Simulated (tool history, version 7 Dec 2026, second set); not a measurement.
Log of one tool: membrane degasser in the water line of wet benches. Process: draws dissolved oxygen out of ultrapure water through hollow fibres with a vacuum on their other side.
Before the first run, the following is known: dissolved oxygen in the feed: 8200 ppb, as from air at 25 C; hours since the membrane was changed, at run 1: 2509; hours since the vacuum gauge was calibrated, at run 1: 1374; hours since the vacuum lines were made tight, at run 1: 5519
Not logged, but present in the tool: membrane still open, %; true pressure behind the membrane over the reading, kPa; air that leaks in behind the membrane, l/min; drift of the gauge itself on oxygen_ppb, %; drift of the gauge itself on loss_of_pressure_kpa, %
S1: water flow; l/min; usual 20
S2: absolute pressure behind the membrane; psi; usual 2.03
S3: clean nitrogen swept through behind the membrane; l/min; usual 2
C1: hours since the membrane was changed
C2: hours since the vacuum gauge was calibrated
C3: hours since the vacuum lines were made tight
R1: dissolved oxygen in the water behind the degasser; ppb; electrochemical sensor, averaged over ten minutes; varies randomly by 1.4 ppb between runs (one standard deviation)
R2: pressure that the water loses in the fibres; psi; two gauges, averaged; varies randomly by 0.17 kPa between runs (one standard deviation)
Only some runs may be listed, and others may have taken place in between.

| run | hour | S1 | S2 | S3 | C1 | C2 | C3 | R1 | R2 |
|---|---|---|---|---|---|---|---|---|---|
| 1 | 0 | 20 | 2.03 | 2 | 2509 | 1374 | 5519 | 286.1 | 5.623 |
| 2 | 183.8 | 20 | 1.41 | 2 | 2693 | 1558 | 5703 | 185.9 | 5.661 |
| 3 | 400.6 | 20 | 1.41 | 2 | 2910 | 1775 | 5920 | 187 | 5.622 |
|  | 525.4 | seals of the vacuum lines changed |
| 4 | 542.8 | 20 | 2.03 | 0.97 | 3050 | 1915 | 17 | 497.5 | 5.659 |
| 5 | 715.5 | 20 | 2.03 | 0.97 | 3223 | 2088 | 190 | 500.7 | 5.696 |
| 6 | 821.6 | 20 | 2.03 | 0.97 | 3329 | 2194 | 296 | 507 | 5.678 |
| 7 | 962.3 | 20 | 2.03 | 0.97 | 3469 | 2335 | 437 | 501.5 | 5.667 |
| 8 | 1152.5 | 20 | 2.03 | 0.97 | 3660 | 2525 | 627 | 504.6 | 5.645 |
| 9 | 1279.3 | 20 | 2.87 | 0.97 | 3786 | 2652 | 754 | 742.7 | 5.651 |
| 10 | 1398.6 | 12 | 2.87 | 0.97 | 3906 | 2771 | 873 | 471.7 | 3.44 |
| 11 | 1599.7 | 20 | 2.05 | 2 | 4107 | 2972 | 1074 | 280.1 | 5.713 |
| 12 | 1761.7 | 20 | 1.49 | 2 | 4269 | 3134 | 1236 | 198.4 | 5.712 |
| 13 | 1872.9 | 20 | 1.49 | 2 | 4380 | 3245 | 1348 | 198.3 | 5.722 |
| 14 | 2013.6 | 29 | 2.03 | 2 | 4521 | 3386 | 1488 | 420.5 | 8.279 |
| 15 | 2162.2 | 29 | 2.03 | 2 | 4669 | 3535 | 1637 | 423.5 | 8.286 |
|  | 2184 | vacuum gauge calibrated |
| 16 | 2332 | 29 | 2.03 | 2 | 4839 | 148 | 1806 | 430.6 | 8.26 |
| 17 | 2433.7 | 29 | 2.03 | 2 | 4940 | 250 | 1908 | 433.2 | 8.276 |
| 18 | 2594.7 | 29 | 2.83 | 2 | 5101 | 411 | 2069 | 588.9 | 8.347 |
| 19 | 2720 | 12 | 3.92 | 4.16 | 5227 | 536 | 2194 | 180 | 3.403 |
| 20 | 2914.9 | 12 | 3.96 | 1.72 | 5421 | 731 | 2389 | 412.2 | 3.436 |
| 21 | 3039.1 | 13 | 4.66 | 2 | 5546 | 855 | 2513 | 456.4 | 3.733 |
| 22 | 3267.1 | 13 | 4.66 | 2 | 5774 | 1083 | 2741 | 460.7 | 3.717 |
| 23 | 3373.8 | 13 | 4.66 | 2 | 5880 | 1190 | 2848 | 463.5 | 3.755 |
|  | 3535.9 | vacuum gauge calibrated, once more |
| 24 | 3615.4 | 13 | 4.66 | 2 | 6121 | 79 | 3089 | 458.8 | 3.713 |
| 25 | 3806.9 | 20 | 1.94 | 2.68 | 6313 | 271 | 3280 | 213.5 | 5.787 |
| 26 | 3922.1 | 17 | 2.23 | 1.46 | 6428 | 386 | 3396 | 350.5 | 4.912 |
| 27 | 4049.7 | 17 | 2.23 | 1.46 | 6556 | 514 | 3523 | 350.7 | 4.923 |
| 28 | 4256.1 | 26 | 1.41 | 2.4 | 6762 | 720 | 3730 | 226.9 | 7.5 |
| 29 | 4389.3 | 14 | 2.03 | 3.17 | 6895 | 853 | 3863 | 132.3 | 4.081 |
| 30 | 4524.2 | 14 | 2.03 | 3.17 | 7030 | 988 | 3998 | 132.6 | 4.077 |
| 31 | 4661.4 | 29 | 1.39 | 1.1 | 7167 | 1125 | 4135 | 436.1 | 8.422 |

Selected run-to-run steps in R1, each split into two signed amounts: the part the tool would show with no hidden state at all (from settings, incoming material and random variation), and the remainder, which goes to the hidden state together with any gauge scatter not common to the measured and the hidden-state-free results:
Run 3 -> 4: S2 1.41 -> 2.03, S3 2 -> 0.97, seals of the vacuum lines changed. R1 +310.5 ppb: hidden state -4.5, all else +315.
Run 18 -> 19: S1 29 -> 12, S2 2.83 -> 3.92, S3 2 -> 4.16. R1 -408.9 ppb: hidden state -13, all else -395.9.
Run 19 -> 20: S2 3.92 -> 3.96, S3 4.16 -> 1.72. R1 +232.2 ppb: hidden state +10.4, all else +221.8.
Run 30 -> 31: S1 14 -> 29, S2 2.03 -> 1.39, S3 3.17 -> 1.1. R1 +303.5 ppb: hidden state +12.6, all else +290.9.

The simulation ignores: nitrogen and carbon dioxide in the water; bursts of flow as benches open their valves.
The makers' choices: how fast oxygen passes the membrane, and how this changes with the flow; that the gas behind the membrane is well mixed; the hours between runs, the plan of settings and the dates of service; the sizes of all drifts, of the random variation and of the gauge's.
